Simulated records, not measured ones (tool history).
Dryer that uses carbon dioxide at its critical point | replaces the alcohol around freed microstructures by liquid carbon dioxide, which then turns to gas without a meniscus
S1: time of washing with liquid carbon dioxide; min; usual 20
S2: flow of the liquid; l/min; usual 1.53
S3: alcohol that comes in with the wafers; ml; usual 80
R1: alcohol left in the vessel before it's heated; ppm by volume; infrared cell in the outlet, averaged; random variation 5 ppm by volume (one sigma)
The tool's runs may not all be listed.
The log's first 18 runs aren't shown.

run 19 hour=328.5 | S1=13 S2=1.03 S3=80 | R1=1474
run 20 hour=348.2 | S1=13 S2=1.03 S3=25 | R1=489
run 21 hour=358.6 | S1=13 S2=2.44 S3=25 | R1=39
run 22 hour=377.8 | S1=13 S2=2.44 S3=25 | R1=36
run 23 hour=391.5 | S1=13 S2=2.44 S3=25 | R1=37
run 24 hour=413.4 | S1=13 S2=1.38 S3=31 | R1=259
run 25 hour=423.7 | S1=13 S2=1.38 S3=31 | R1=273
run 26 hour=437.4 | S1=13 S2=1.38 S3=31 | R1=253
run 27 hour=459.4 | S1=13 S2=1.38 S3=31 | R1=272
run 28 hour=469.8 | S1=16 S2=1.62 S3=68 | R1=136
run 29 hour=481.1 | S1=29 S2=2.03 S3=68 | R1=25
run 30 hour=495.7 | S1=29 S2=2.03 S3=68 | R1=29
run 31 hour=505.1 | S1=29 S2=1.58 S3=59 | R1=35
run 32 hour=519.2 | S1=29 S2=1.58 S3=59 | R1=27
run 33 hour=540 | S1=25 S2=1.86 S3=32 | R1=29
run 34 hour=558.6 | S1=20 S2=1.87 S3=80 | R1=48
-- hour=576.1 inlet filter changed
run 35 hour=581.1 | S1=20 S2=2.37 S3=35 | R1=33
run 36 hour=602 | S1=26 S2=1.06 S3=73 | R1=104
run 37 hour=613.6 | S1=20 S2=2.41 S3=38 | R1=39

Run 38 comes next. What will it give?
run 38 hour=630.8 | S1=20 S2=2.41 S3=38 | R1=?

{"run 38": {"R1": 33}}
Without the tool's hidden state the same run would have given R1 6 ppm by volume.
